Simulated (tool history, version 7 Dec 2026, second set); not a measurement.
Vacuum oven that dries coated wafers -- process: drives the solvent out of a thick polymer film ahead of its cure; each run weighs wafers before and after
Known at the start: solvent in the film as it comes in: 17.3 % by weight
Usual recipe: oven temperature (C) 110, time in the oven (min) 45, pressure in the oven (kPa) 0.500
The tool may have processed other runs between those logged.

{"run": 1, "hour": 0.0, "oven temperature (C)": 110, "time in the oven (min)": 45, "pressure in the oven (kPa)": 0.5, "solvent left in the film (%)": 2.4}
{"run": 2, "hour": 31.3, "oven temperature (C)": 110, "time in the oven (min)": 45, "pressure in the oven (kPa)": 0.5, "solvent left in the film (%)": 2.36}
{"run": 3, "hour": 70.9, "oven temperature (C)": 110, "time in the oven (min)": 45, "pressure in the oven (kPa)": 0.5, "solvent left in the film (%)": 2.39}
{"run": 4, "hour": 97.3, "oven temperature (C)": 110, "time in the oven (min)": 45, "pressure in the oven (kPa)": 0.5, "solvent left in the film (%)": 2.4}
{"run": 5, "hour": 117.2, "oven temperature (C)": 113, "time in the oven (min)": 45, "pressure in the oven (kPa)": 0.5, "solvent left in the film (%)": 1.68}
{"run": 6, "hour": 156.7, "oven temperature (C)": 113, "time in the oven (min)": 45, "pressure in the oven (kPa)": 0.5, "solvent left in the film (%)": 1.72}
{"run": 7, "hour": 186.0, "oven temperature (C)": 107, "time in the oven (min)": 45, "pressure in the oven (kPa)": 0.5, "solvent left in the film (%)": 3.07}
{"run": 8, "hour": 225.1, "oven temperature (C)": 107, "time in the oven (min)": 45, "pressure in the oven (kPa)": 0.5, "solvent left in the film (%)": 3.14}
{"run": 9, "hour": 255.6, "oven temperature (C)": 110, "time in the oven (min)": 45, "pressure in the oven (kPa)": 1.015, "solvent left in the film (%)": 2.58}
{"run": 10, "hour": 277.7, "oven temperature (C)": 110, "time in the oven (min)": 45, "pressure in the oven (kPa)": 1.015, "solvent left in the film (%)": 2.53}
{"run": 11, "hour": 296.3, "oven temperature (C)": 122, "time in the oven (min)": 45, "pressure in the oven (kPa)": 0.56, "solvent left in the film (%)": 0.52}
{"run": 12, "hour": 332.0, "oven temperature (C)": 119, "time in the oven (min)": 58, "pressure in the oven (kPa)": 0.5, "solvent left in the film (%)": 0.43}
{"run": 13, "hour": 352.4, "oven temperature (C)": 117, "time in the oven (min)": 58, "pressure in the oven (kPa)": 0.353, "solvent left in the film (%)": 0.54}
{"run": 14, "hour": 372.5, "oven temperature (C)": 99, "time in the oven (min)": 25, "pressure in the oven (kPa)": 0.5, "solvent left in the film (%)": 8.27}
{"run": 15, "hour": 406.6, "oven temperature (C)": 124, "time in the oven (min)": 63, "pressure in the oven (kPa)": 0.5, "solvent left in the film (%)": 0.23}
{"run": 16, "hour": 425.8, "oven temperature (C)": 124, "time in the oven (min)": 63, "pressure in the oven (kPa)": 0.5, "solvent left in the film (%)": 0.21}
{"run": 17, "hour": 467.5, "oven temperature (C)": 124, "time in the oven (min)": 63, "pressure in the oven (kPa)": 0.5, "solvent left in the film (%)": 0.23}
{"run": 18, "hour": 491.8, "oven temperature (C)": 123, "time in the oven (min)": 34, "pressure in the oven (kPa)": 0.493, "solvent left in the film (%)": 0.87}

For each run, the measured value with the value that run would have given without the tool's hidden condition subtracted. The run-to-run variation is shared by both, the gauge scatter possibly not:
The tool's hidden condition here consists of: true wafer temperature over the reading, C; true pressure over the reading, kPa; drift of the gauge itself on solvent_pct, %.
run=1 solvent_left_in_the_film_(%)=-0.04
run=2 solvent_left_in_the_film_(%)=-0.05
run=3 solvent_left_in_the_film_(%)=-0.05
run=4 solvent_left_in_the_film_(%)=-0.06
run=5 solvent_left_in_the_film_(%)=-0.04
run=6 solvent_left_in_the_film_(%)=-0.04
run=7 solvent_left_in_the_film_(%)=-0.09
run=8 solvent_left_in_the_film_(%)=-0.09
run=9 solvent_left_in_the_film_(%)=-0.09
run=10 solvent_left_in_the_film_(%)=-0.08
run=11 solvent_left_in_the_film_(%)=+0.02
run=12 solvent_left_in_the_film_(%)=+0.03
run=13 solvent_left_in_the_film_(%)=+0.03
run=14 solvent_left_in_the_film_(%)=-0.15
run=15 solvent_left_in_the_film_(%)=+0.06
run=16 solvent_left_in_the_film_(%)=+0.06
run=17 solvent_left_in_the_film_(%)=+0.07
run=18 solvent_left_in_the_film_(%)=-0.03

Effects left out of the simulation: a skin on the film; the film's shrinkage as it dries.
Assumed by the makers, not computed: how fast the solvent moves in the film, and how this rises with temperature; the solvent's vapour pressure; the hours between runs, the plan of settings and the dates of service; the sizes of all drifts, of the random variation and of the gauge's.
